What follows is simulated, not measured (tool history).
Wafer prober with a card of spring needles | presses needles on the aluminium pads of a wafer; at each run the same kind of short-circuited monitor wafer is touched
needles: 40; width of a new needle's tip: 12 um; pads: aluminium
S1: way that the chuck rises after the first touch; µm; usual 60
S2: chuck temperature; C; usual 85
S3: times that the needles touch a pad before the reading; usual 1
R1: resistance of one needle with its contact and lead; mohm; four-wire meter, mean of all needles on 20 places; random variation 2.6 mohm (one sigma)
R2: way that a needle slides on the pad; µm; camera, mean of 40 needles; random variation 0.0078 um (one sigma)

run    day  S1  S2  S3   R1      R2
  1      0  60  85   1  327   8.253
     0.042  -- tips cleaned on abrasive film
  2  0.275  60  85   1  312   8.257
     0.533  -- height of the first contact set anew
  3   0.75  60  85   1  322   8.196
     0.783  -- tips cleaned on abrasive film
  4  1.129  60  85   1  314   8.174
       1.5  -- tips cleaned on abrasive film
  5   1.55  60  85   1  306   8.176
  6  1.904  60  85   1  318   8.162
  7  2.158  60  85   3  311   8.181
     2.225  -- tips cleaned on abrasive film
  8  2.533  80  59   1  298  10.964
  9    2.8  64  63   2  303   8.711
     2.938  -- tips cleaned on abrasive film
     3.096  -- height of the first contact set anew, once more
 10  3.188  52  29   1  303   7.289
     3.662  -- tips cleaned on abrasive film
 11  3.667  52  29   1  284   7.278
 12  4.088  52  29   1  316   7.268
     4.379  -- tips cleaned on abrasive film
 13  4.583  52  29   1  298   7.266

3 ways to go on from here, each from the tool as it stands after run 13. What would each give?
  A  4.962  64  29   2   ?   ?
  B  4.962  41  42   1   ?   ?
  C  4.962  73  29   1   ?   ?

run   R1      R2
  A  293   8.962
  B  341   5.711
  C  293  10.209
Without the tool's hidden state the same runs would have given:
run   R1      R2
  A  275   8.977
  B  284   5.726
  C  270  10.224
